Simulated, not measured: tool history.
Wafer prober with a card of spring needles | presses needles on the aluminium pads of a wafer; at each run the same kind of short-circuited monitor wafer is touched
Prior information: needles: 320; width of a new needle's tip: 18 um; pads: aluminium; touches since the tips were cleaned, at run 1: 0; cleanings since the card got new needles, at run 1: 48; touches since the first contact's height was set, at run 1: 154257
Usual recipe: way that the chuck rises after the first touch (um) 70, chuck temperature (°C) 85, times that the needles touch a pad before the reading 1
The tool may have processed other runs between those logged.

run	hour	way that the chuck rises after the first touch (um)	chuck temperature (°C)	times that the needles touch a pad before the reading	touches since the tips were cleaned	cleanings since the card got new needles	touches since the first contact's height was set	resistance of one needle with its contact and lead (mohm)	way that a needle slides on the pad (um)
1	0.0	70	85	1	0	48	154257	155	14.18
# hour 14.4: tips cleaned on abrasive film
2	24.2	70	85	1	4818	49	166100	159	14.20
# hour 28.0: tips cleaned on abrasive film
3	40.7	70	85	1	6245	50	174148	159	14.21
# hour 42.9: tips cleaned on abrasive film
# hour 56.4: tips cleaned on abrasive film
4	57.2	70	85	1	377	52	182146	157	14.19
# hour 71.2: tips cleaned on abrasive film
5	78.2	65	85	1	3420	53	192398	156	13.17
# hour 84.9: tips cleaned on abrasive film
# hour 94.9: height of the first contact set anew
6	96.2	65	85	1	5405	54	609	158	13.14
# hour 99.6: tips cleaned on abrasive film
# hour 113.6: tips cleaned on abrasive film
7	114.5	65	85	1	458	56	9517	155	13.16
# hour 128.1: tips cleaned on abrasive film
8	132.8	65	34	1	2299	57	18431	146	13.17
# hour 142.0: tips cleaned on abrasive film
9	148.5	65	34	1	3194	58	26077	151	13.16
# hour 156.1: tips cleaned on abrasive film
10	160.0	65	34	1	1886	59	31673	152	13.18
# hour 170.5: tips cleaned on abrasive film
11	179.5	58	57	2	4408	60	41203	154	11.74
# hour 184.2: tips cleaned on abrasive film
# hour 197.8: tips cleaned on abrasive film
12	202.1	58	57	2	2103	62	52202	154	11.76
# hour 212.6: tips cleaned on abrasive film
13	220.3	70	92	3	3733	63	61064	157	14.19
# hour 227.4: tips cleaned on abrasive film
14	232.9	70	92	3	2702	64	67231	158	14.20
# hour 241.9: tips cleaned on abrasive film
15	251.6	67	90	1	4760	65	76360	159	13.56
# hour 255.3: tips cleaned on abrasive film
# hour 269.8: tips cleaned on abrasive film
16	272.0	67	90	1	1069	67	86270	158	13.63
# hour 284.0: tips cleaned on abrasive film
17	291.2	70	29	1	3515	68	95641	145	14.17
# hour 298.3: tips cleaned on abrasive film
18	307.8	66	25	2	4663	69	103723	144	13.36
# hour 312.5: tips cleaned on abrasive film
19	323.4	66	25	2	5356	70	111362	146	13.38
# hour 327.2: tips cleaned on abrasive film
# hour 341.6: tips cleaned on abrasive film
20	347.8	66	25	2	3026	72	123211	147	13.37

What if the next run were any one of these 3? Each begins from the tool's condition after run 20:
# hour 356.0: tips cleaned on abrasive film
A	358.0	76	53	2	973	73	128172	?	?
# hour 356.0: tips cleaned on abrasive film
B	358.0	66	25	2	973	73	128172	?	?
# hour 356.0: tips cleaned on abrasive film
C	358.0	84	47	2	973	73	128172	?	?

run	resistance of one needle with its contact and lead (mohm)	way that a needle slides on the pad (um)
A	149	15.40
B	145	13.36
C	148	17.03
Had the tool no hidden state, the same runs would have come out as:
run	resistance of one needle with its contact and lead (mohm)	way that a needle slides on the pad (um)
A	149	15.40
B	145	13.37
C	148	17.04

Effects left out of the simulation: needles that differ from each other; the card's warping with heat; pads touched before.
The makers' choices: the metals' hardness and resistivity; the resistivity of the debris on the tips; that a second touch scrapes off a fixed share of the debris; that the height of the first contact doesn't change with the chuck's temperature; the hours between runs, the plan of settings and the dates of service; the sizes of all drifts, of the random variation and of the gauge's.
